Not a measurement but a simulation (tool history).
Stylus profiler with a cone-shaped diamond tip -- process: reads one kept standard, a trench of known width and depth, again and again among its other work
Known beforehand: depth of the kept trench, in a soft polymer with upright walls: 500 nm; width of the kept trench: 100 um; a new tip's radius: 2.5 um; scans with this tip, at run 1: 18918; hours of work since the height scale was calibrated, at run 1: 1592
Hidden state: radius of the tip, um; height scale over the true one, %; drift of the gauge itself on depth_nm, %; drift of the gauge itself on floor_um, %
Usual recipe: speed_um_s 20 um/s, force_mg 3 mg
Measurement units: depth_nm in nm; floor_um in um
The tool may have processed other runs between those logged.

run	hour	speed_um_s	force_mg	scans with this tip	hours of work since the height scale was calibrated	depth_nm	floor_um
1	0	20	3	18918	1592	506.7	95.53
2	80.8	47	3	19586	1648	506.63	95.29
3	122.1	20	1.04	19928	1677	502.79	95.37
4	179.1	20	1.04	20399	1717	502.73	95.31
5	238.8	20	1.04	20892	1758	502.88	95.34
6	312.4	20	3	21501	1810	506.59	95.29
7	366.9	20	3	21951	1847	506.57	95.31
8	410.3	20	3	22311	1878	506.64	95.32
9	487.2	20	3	22946	1931	506.63	95.29
10	557.3	20	5.76	23525	1980	510.71	95.24
11	606.6	20	3.04	23933	2014	506.62	95.22
12	687.4	56	3.81	24601	2071	507.87	94.99
13	769.6	13	7.73	25281	2128	513.25	95.18
# hour 838.9: height scale calibrated on a step standard
14	838.9	17	1.81	25850	0	503.34	95.03
15	915	72	4.36	26479	53	507.61	94.82
16	960.2	72	4.36	26853	84	507.77	94.8
17	1034.2	46	1.19	27465	136	501.77	94.69
18	1097.7	18	2.9	27990	180	505.26	94.92
19	1171.4	50	2.08	28599	231	503.73	94.71
20	1244.9	50	2.08	29207	283	503.51	94.64
# hour 1265.8: height scale calibrated on a step standard, once more
21	1315.2	50	8.18	29784	34	515.25	94.8
22	1372	7	6.5	30253	74	512.81	94.89

Entry by entry between the runs, the difference in hidden state between the last listed run before and the first listed run after:
Run 13 -> run 14: height scale calibrated on a step standard (hour 838.9)
  radius of the tip, um: 6 -> 6.08; height scale over the true one, %: -0.264 -> -0.456
  measured value less the no-hidden-state value, depth_nm: -1.36 -> -2.3 nm; floor_um: -1.79 -> -1.83 um
Run 20 -> run 21: height scale calibrated on a step standard, once more (hour 1265.8)
  radius of the tip, um: 6.59 -> 6.67; height scale over the true one, %: -0.491 -> -0.008
  measured value less the no-hidden-state value, depth_nm: -2.48 -> -0.05 nm; floor_um: -2.03 -> -2.07 um
